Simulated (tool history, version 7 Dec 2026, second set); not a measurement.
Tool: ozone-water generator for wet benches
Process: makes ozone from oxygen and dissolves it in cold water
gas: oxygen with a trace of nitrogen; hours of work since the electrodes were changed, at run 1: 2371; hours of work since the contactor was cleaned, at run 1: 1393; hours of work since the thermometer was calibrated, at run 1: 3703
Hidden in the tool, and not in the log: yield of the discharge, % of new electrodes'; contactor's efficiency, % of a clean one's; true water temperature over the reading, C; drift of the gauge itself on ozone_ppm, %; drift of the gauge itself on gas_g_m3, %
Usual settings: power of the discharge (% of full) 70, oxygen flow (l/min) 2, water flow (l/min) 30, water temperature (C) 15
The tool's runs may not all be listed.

| run | hour | power of the discharge (% of full) | oxygen flow (l/min) | water flow (l/min) | water temperature (C) | hours of work since the electrodes were changed | hours of work since the contactor was cleaned | hours of work since the thermometer was calibrated | dissolved ozone (ppm) | ozone in the gas ahead of the water (g/m3) |
|---|---|---|---|---|---|---|---|---|---|---|
| 1 | 0 | 70 | 2 | 30 | 15 | 2371 | 1393 | 3703 | 8.5 | 187.7 |
| 2 | 77.7 | 70 | 2 | 30 | 15 | 2432 | 1454 | 3764 | 8.6 | 191.7 |
| 3 | 154.6 | 70 | 2 | 30 | 15 | 2492 | 1514 | 3824 | 8.5 | 189.4 |
| 4 | 242.7 | 100 | 2 | 30 | 15 | 2561 | 1583 | 3893 | 10.4 | 227.4 |
| 5 | 316.6 | 70 | 2 | 30 | 13 | 2619 | 1641 | 3950 | 8.6 | 187.7 |
| 6 | 418.9 | 70 | 2 | 30 | 13 | 2699 | 1721 | 4030 | 8.3 | 187.5 |
| 7 | 512.4 | 70 | 2 | 30 | 13 | 2772 | 1794 | 4103 | 8.5 | 186.3 |
| 8 | 590.1 | 70 | 2 | 30 | 13 | 2832 | 1854 | 4164 | 8.6 | 186 |
| 9 | 691.7 | 70 | 2 | 24 | 15 | 2912 | 1934 | 4243 | 10.7 | 185.3 |
| 10 | 768.4 | 70 | 2 | 24 | 15 | 2972 | 1994 | 4303 | 10.4 | 181.9 |
| 11 | 852.6 | 70 | 2 | 24 | 15 | 3037 | 2059 | 4369 | 10.3 | 183.3 |
| 12 | 935.4 | 70 | 2 | 24 | 15 | 3102 | 2124 | 4434 | 10.3 | 183 |
| 13 | 1002.7 | 70 | 2 | 24 | 15 | 3155 | 2177 | 4486 | 10.3 | 182.2 |
| 14 | 1096 | 70 | 2 | 30 | 15 | 3228 | 2250 | 4559 | 8.3 | 182.5 |
| 15 | 1195.2 | 60 | 2 | 30 | 15 | 3305 | 2327 | 4637 | 7.3 | 168.7 |
| 16 | 1258.7 | 60 | 2 | 30 | 15 | 3355 | 2377 | 4686 | 7.7 | 167.8 |
| 17 | 1319.8 | 70 | 1.34 | 30 | 8 | 3402 | 2424 | 4734 | 6.9 | 210 |
|  | 1334.3 | water thermometer calibrated |
| 18 | 1424.2 | 61 | 1.84 | 38 | 17 | 3484 | 2506 | 70 | 5.5 | 172.9 |
| 19 | 1506.5 | 70 | 1.49 | 30 | 7 | 3548 | 2570 | 135 | 7.2 | 199.1 |
| 20 | 1587 | 70 | 1.49 | 43 | 7 | 3611 | 2633 | 197 | 4.7 | 197.5 |
| 21 | 1679.4 | 88 | 1.49 | 26 | 7 | 3683 | 2705 | 270 | 9.3 | 221 |
| 22 | 1723.2 | 79 | 1.49 | 26 | 7 | 3717 | 2739 | 304 | 8.8 | 208.2 |
| 23 | 1780.8 | 79 | 1.49 | 26 | 7 | 3762 | 2784 | 349 | 8.8 | 208.3 |
| 24 | 1851.4 | 88 | 2 | 25 | 13 | 3817 | 2839 | 404 | 10.8 | 194.9 |
| 25 | 1902 | 88 | 2 | 25 | 13 | 3857 | 2879 | 444 | 10.7 | 194 |
| 26 | 1955.9 | 70 | 1.78 | 20 | 15 | 3899 | 2921 | 486 | 11.2 | 181.8 |
| 27 | 2056.3 | 70 | 1.78 | 20 | 15 | 3977 | 2999 | 564 | 11.1 | 182 |
| 28 | 2134.8 | 70 | 1.78 | 20 | 15 | 4039 | 3061 | 625 | 11.1 | 181.6 |
| 29 | 2180.8 | 70 | 1.78 | 20 | 15 | 4075 | 3097 | 661 | 11.1 | 182.2 |
| 30 | 2260 | 70 | 1.78 | 20 | 15 | 4136 | 3158 | 723 | 11 | 178.9 |
| 31 | 2346.4 | 68 | 2 | 20 | 15 | 4204 | 3226 | 791 | 11.2 | 170 |
| 32 | 2450.9 | 68 | 2 | 20 | 15 | 4286 | 3308 | 872 | 11.3 | 169.5 |

Forecast each of these 4 alternatives for the next run:
| A | 2558 | 70 | 2 | 30 | 8 | 4369 | 3391 | 956 | ? | ? |
| B | 2558 | 62 | 2.01 | 26 | 15 | 4369 | 3391 | 956 | ? | ? |
| C | 2558 | 53 | 2 | 21 | 10 | 4369 | 3391 | 956 | ? | ? |
| D | 2558 | 68 | 2 | 46 | 19 | 4369 | 3391 | 956 | ? | ? |

| run | dissolved ozone (ppm) | ozone in the gas ahead of the water (g/m3) |
|---|---|---|
| A | 7.9 | 169.7 |
| B | 8.1 | 161.4 |
| C | 9.8 | 149.3 |
| D | 4.3 | 166.3 |
Without the tool's hidden state the same runs would have given:
| run | dissolved ozone (ppm) | ozone in the gas ahead of the water (g/m3) |
|---|---|---|
| A | 10.3 | 211.5 |
| B | 10.5 | 198.2 |
| C | 12.3 | 180.1 |
| D | 5.7 | 206.7 |

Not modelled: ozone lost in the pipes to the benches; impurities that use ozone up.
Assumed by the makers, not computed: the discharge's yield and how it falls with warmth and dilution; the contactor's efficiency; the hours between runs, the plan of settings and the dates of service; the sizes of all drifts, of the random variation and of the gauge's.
